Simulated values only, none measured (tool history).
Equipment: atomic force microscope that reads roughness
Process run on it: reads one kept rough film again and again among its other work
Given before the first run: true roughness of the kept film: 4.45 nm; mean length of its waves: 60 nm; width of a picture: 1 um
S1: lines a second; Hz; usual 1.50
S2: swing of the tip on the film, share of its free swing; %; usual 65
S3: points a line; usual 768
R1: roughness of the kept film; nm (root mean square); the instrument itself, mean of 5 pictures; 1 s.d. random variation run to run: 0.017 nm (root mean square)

{"run": 1, "hour": 0.0, "S1": 1.5, "S2": 65, "S3": 768, "R1": 4.15}
{"run": 2, "hour": 48.3, "S1": 1.5, "S2": 65, "S3": 768, "R1": 4.154}
{"run": 3, "hour": 112.3, "S1": 1.5, "S2": 65, "S3": 768, "R1": 4.155}
{"run": 4, "hour": 171.9, "S1": 2.7, "S2": 65, "S3": 768, "R1": 4.033}
{"hour": 175.3, "done": "new tip fitted"}
{"run": 5, "hour": 238.4, "S1": 2.7, "S2": 65, "S3": 768, "R1": 4.021}
{"run": 6, "hour": 288.7, "S1": 0.65, "S2": 65, "S3": 768, "R1": 4.232}
{"run": 7, "hour": 349.6, "S1": 1.5, "S2": 65, "S3": 768, "R1": 4.13}
{"hour": 385.3, "done": "new tip fitted"}
{"run": 8, "hour": 395.4, "S1": 1.5, "S2": 65, "S3": 731, "R1": 4.168}
{"run": 9, "hour": 427.1, "S1": 1.5, "S2": 65, "S3": 768, "R1": 4.128}
{"run": 10, "hour": 459.7, "S1": 1.5, "S2": 65, "S3": 768, "R1": 4.132}
{"run": 11, "hour": 522.3, "S1": 1.5, "S2": 65, "S3": 768, "R1": 4.166}
{"run": 12, "hour": 569.2, "S1": 1.5, "S2": 65, "S3": 768, "R1": 4.126}
{"hour": 595.2, "done": "new tip fitted"}
{"run": 13, "hour": 622.3, "S1": 1.5, "S2": 65, "S3": 768, "R1": 4.125}
{"run": 14, "hour": 669.2, "S1": 1.5, "S2": 65, "S3": 768, "R1": 4.148}
{"run": 15, "hour": 734.1, "S1": 1.5, "S2": 65, "S3": 768, "R1": 4.133}
{"run": 16, "hour": 784.3, "S1": 1.5, "S2": 65, "S3": 768, "R1": 4.094}
{"hour": 806.9, "done": "new tip fitted"}
{"run": 17, "hour": 853.4, "S1": 1.5, "S2": 65, "S3": 768, "R1": 4.176}
{"run": 18, "hour": 900.3, "S1": 1.5, "S2": 65, "S3": 768, "R1": 4.119}
{"run": 19, "hour": 969.0, "S1": 1.5, "S2": 65, "S3": 768, "R1": 4.095}
{"hour": 1017.9, "done": "new tip fitted"}
{"run": 20, "hour": 1026.4, "S1": 1.5, "S2": 65, "S3": 768, "R1": 4.152}
{"run": 21, "hour": 1087.1, "S1": 1.5, "S2": 65, "S3": 768, "R1": 4.142}
{"run": 22, "hour": 1155.4, "S1": 1.8, "S2": 84, "S3": 768, "R1": 3.825}
{"run": 23, "hour": 1189.3, "S1": 3.39, "S2": 89, "S3": 422, "R1": 3.279}
{"hour": 1221.8, "done": "height scale calibrated on a step standard"}
{"hour": 1228.6, "done": "new tip fitted"}
{"run": 24, "hour": 1228.6, "S1": 1.5, "S2": 60, "S3": 725, "R1": 4.174}
{"run": 25, "hour": 1289.2, "S1": 1.23, "S2": 76, "S3": 768, "R1": 4.095}
{"run": 26, "hour": 1333.6, "S1": 0.5, "S2": 56, "S3": 373, "R1": 4.243}
{"run": 27, "hour": 1390.7, "S1": 1.17, "S2": 90, "S3": 446, "R1": 3.859}
{"hour": 1438.7, "done": "new tip fitted"}
{"run": 28, "hour": 1438.7, "S1": 1.17, "S2": 90, "S3": 446, "R1": 3.877}
{"run": 29, "hour": 1490.2, "S1": 1.17, "S2": 90, "S3": 446, "R1": 3.879}
{"run": 30, "hour": 1517.8, "S1": 1.5, "S2": 59, "S3": 768, "R1": 4.196}
{"run": 31, "hour": 1561.9, "S1": 3.66, "S2": 85, "S3": 466, "R1": 3.404}
{"run": 32, "hour": 1619.2, "S1": 3.66, "S2": 75, "S3": 466, "R1": 3.683}
{"hour": 1650.5, "done": "new tip fitted"}
{"run": 33, "hour": 1683.3, "S1": 3.66, "S2": 75, "S3": 466, "R1": 3.696}
{"run": 34, "hour": 1751.4, "S1": 1.12, "S2": 83, "S3": 317, "R1": 4.01}
{"run": 35, "hour": 1819.3, "S1": 0.52, "S2": 70, "S3": 653, "R1": 4.201}
{"hour": 1861.3, "done": "new tip fitted"}
{"run": 36, "hour": 1861.3, "S1": 0.52, "S2": 60, "S3": 653, "R1": 4.239}
{"run": 37, "hour": 1901.9, "S1": 1.26, "S2": 72, "S3": 565, "R1": 4.107}
{"run": 38, "hour": 1942.1, "S1": 1.23, "S2": 56, "S3": 981, "R1": 4.224}
{"run": 39, "hour": 2001.7, "S1": 2.97, "S2": 68, "S3": 768, "R1": 3.933}
{"run": 40, "hour": 2059.4, "S1": 2.93, "S2": 63, "S3": 796, "R1": 4.003}
{"hour": 2071.5, "done": "new tip fitted"}
{"run": 41, "hour": 2112.0, "S1": 0.55, "S2": 80, "S3": 303, "R1": 4.157}
{"run": 42, "hour": 2158.3, "S1": 0.55, "S2": 83, "S3": 460, "R1": 4.161}

Alternative continuations, all from the tool just after run 42; predict every row:
{"run": "A", "hour": 2224.7, "S1": 1.05, "S2": 83, "S3": 460, "R1": "?"}
{"run": "B", "hour": 2224.7, "S1": 1.25, "S2": 83, "S3": 463, "R1": "?"}
{"run": "C", "hour": 2224.7, "S1": 1.79, "S2": 82, "S3": 818, "R1": "?"}

run=A R1=4.031
run=B R1=3.957
run=C R1=3.822
With no hidden state in the tool, these same runs would have given:
run=A R1=4.044
run=B R1=3.969
run=C R1=3.834
